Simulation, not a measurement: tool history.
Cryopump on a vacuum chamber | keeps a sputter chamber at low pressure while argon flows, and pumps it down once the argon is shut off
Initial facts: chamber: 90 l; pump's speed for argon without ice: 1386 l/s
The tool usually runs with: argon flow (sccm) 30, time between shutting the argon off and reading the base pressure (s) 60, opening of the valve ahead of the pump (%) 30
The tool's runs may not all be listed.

run,hour,argon flow (sccm),time between shutting the argon off and reading the base pressure (s),opening of the valve ahead of the pump (%),pressure while argon flows (Pa),pressure after the wait (uPa)
1,0,30,60,30,0.1227,2.74
2,23,30,60,30,0.1225,2.65
3,34.5,30,60,30,0.1231,2.76
4,45.6,30,60,30,0.1223,2.69
5,64.1,30,60,30,0.1241,2.8
6,87.9,30,60,30,0.1224,2.73
7,108.9,30,60,30,0.123,2.8
8,123,30,60,30,0.1235,2.72
9,133.5,30,60,30,0.1228,2.71
10,155.8,30,60,30,0.1244,2.82
11,170.1,30,60,30,0.1241,2.85
12,186.3,30,60,30,0.1237,2.88
13,200.4,30,60,30,0.1235,2.91
14,219.5,30,60,30,0.1245,2.84
15,235.4,30,60,30,0.1239,2.97
16,250.9,30,133,30,0.1242,2.05
17,272.6,44,60,30,0.1831,2.86
18,285.8,30,299,30,0.1241,1.6
19,299.3,30,299,30,0.1256,1.66
20,324.1,21,121,30,0.0876,2.17
21,342.7,17,80,30,0.0702,2.55
22,358.2,17,80,30,0.0705,2.65
23,369.7,32,25,19,0.2074,5.47
24,394.3,32,25,19,0.2085,5.23
25,404.8,52,97,39,0.1663,2.39
26,417.7,52,97,39,0.1684,2.54
27,438,52,246,18,0.3589,1.81
28,454,30,29,50,0.0761,4.89
29,471.7,30,63,50,0.0773,3.04
30,483.5,30,82,22,0.1703,2.71
31,506.5,30,82,22,0.1696,2.77
32,531,40,233,20,0.2471,2.01
33,542.3,30,60,23,0.1624,3.19
34,566.2,30,60,21,0.1795,3.28

3 ways to go on from here, each from the tool as it stands after run 34. What would each give?
A,587.7,25,286,41,?,?
B,587.7,30,52,21,?,?
C,587.7,49,242,29,?,?

run,pressure while argon flows (Pa),pressure after the wait (uPa)
A,0.0772,1.94
B,0.1777,3.43
C,0.2123,1.98
With no hidden state in the tool, these same runs would have given:
run,pressure while argon flows (Pa),pressure after the wait (uPa)
A,0.0737,0.55
B,0.1735,2.08
C,0.2054,0.61
